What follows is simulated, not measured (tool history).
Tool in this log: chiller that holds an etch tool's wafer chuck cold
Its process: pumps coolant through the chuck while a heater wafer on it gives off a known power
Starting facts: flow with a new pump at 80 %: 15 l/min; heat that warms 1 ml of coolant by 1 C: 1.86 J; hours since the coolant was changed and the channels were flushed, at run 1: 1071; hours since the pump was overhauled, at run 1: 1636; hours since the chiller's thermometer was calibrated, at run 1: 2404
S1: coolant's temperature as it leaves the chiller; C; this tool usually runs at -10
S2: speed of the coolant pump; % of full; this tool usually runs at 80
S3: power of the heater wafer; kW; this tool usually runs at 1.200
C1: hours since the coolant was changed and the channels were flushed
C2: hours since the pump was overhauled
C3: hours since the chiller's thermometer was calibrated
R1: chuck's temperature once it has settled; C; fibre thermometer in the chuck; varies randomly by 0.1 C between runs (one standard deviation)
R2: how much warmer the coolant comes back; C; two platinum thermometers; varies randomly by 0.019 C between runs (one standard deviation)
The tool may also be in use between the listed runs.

run   hour   S1  S2     S3    C1    C2    C3    R1    R2
  1    0.0  -10  80  1.200  1071  1636  2404   1.1  2.61
  2   16.2  -10  80  1.200  1087  1653  2421   0.9  2.55
  3   31.6  -10  80  1.602  1102  1668  2436   4.6  3.41
  4   59.6  -10  80  1.602  1130  1696  2464   4.6  3.42
  5   81.3  -10  89  1.602  1152  1718  2486   3.8  3.07
  6  101.1  -10  89  1.602  1172  1738  2505   3.9  3.03
  7  120.5  -10  80  0.948  1191  1757  2525  -1.5  2.00
  8  138.2  -10  73  0.957  1209  1775  2542  -0.9  2.23
  9  154.4   -1  85  1.002  1225  1791  2559   7.6  1.97
 10  180.2   -1  85  1.002  1251  1817  2585   7.9  1.95
 11  208.0  -10  65  0.843  1279  1844  2612  -1.3  2.18

Run 12 is up next; what results do you expect?
 12  221.9  -10  65  0.843  1293  1858  2626   ?   ?

Run 12 measured R1 -1.4 C, R2 2.19 C.
If the tool had no hidden condition, the same run with the same run-to-run variation would have returned R1 -1.4 C, R2 2.25 C.
